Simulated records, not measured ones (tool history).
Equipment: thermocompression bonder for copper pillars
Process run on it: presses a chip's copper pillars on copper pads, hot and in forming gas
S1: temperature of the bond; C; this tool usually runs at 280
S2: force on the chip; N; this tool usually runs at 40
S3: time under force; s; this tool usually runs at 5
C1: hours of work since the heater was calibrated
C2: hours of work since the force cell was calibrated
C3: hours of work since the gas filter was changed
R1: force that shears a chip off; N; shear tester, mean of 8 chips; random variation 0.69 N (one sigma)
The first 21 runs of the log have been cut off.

| run | day | S1 | S2 | S3 | C1 | C2 | C3 | R1 |
|---|---|---|---|---|---|---|---|---|
| 22 | 10.029 | 296 | 40 | 3 | 226 | 778 | 380 | 56.7 |
| 23 | 10.625 | 303 | 26 | 7 | 235 | 786 | 389 | 63.0 |
| 24 | 11.129 | 280 | 34 | 3 | 242 | 794 | 396 | 37.8 |
| 25 | 11.512 | 257 | 40 | 13 | 247 | 799 | 401 | 50.9 |
| 26 | 11.975 | 257 | 40 | 13 | 254 | 806 | 408 | 49.6 |
| 27 | 12.325 | 261 | 29 | 3 | 259 | 811 | 413 | 23.1 |
| 28 | 12.654 | 261 | 29 | 3 | 264 | 816 | 418 | 23.3 |
| 29 | 13.200 | 292 | 39 | 15 | 272 | 824 | 426 | 83.6 |
|  | 13.425 | forming gas filter changed |
| 30 | 13.521 | 292 | 39 | 15 | 276 | 828 | 1 | 95.4 |
| 31 | 13.879 | 285 | 39 | 5 | 282 | 833 | 7 | 61.7 |
| 32 | 14.296 | 280 | 48 | 5 | 288 | 839 | 13 | 64.9 |

Here are 5 independent what-if runs from the current tool condition. What would each one return?
| A | 14.858 | 264 | 40 | 5 | 296 | 848 | 21 | ? |
| B | 14.858 | 280 | 40 | 12 | 296 | 848 | 21 | ? |
| C | 14.858 | 262 | 48 | 5 | 296 | 848 | 21 | ? |
| D | 14.858 | 280 | 31 | 5 | 296 | 848 | 21 | ? |
| E | 14.858 | 269 | 40 | 5 | 296 | 848 | 21 | ? |

| run | R1 |
|---|---|
| A | 43.4 |
| B | 77.5 |
| C | 48.9 |
| D | 48.7 |
| E | 48.6 |
Stripped of hidden state, with their random variation kept, the same runs would have yielded:
| run | R1 |
|---|---|
| A | 47.2 |
| B | 82.6 |
| C | 52.9 |
| D | 52.6 |
| E | 52.6 |
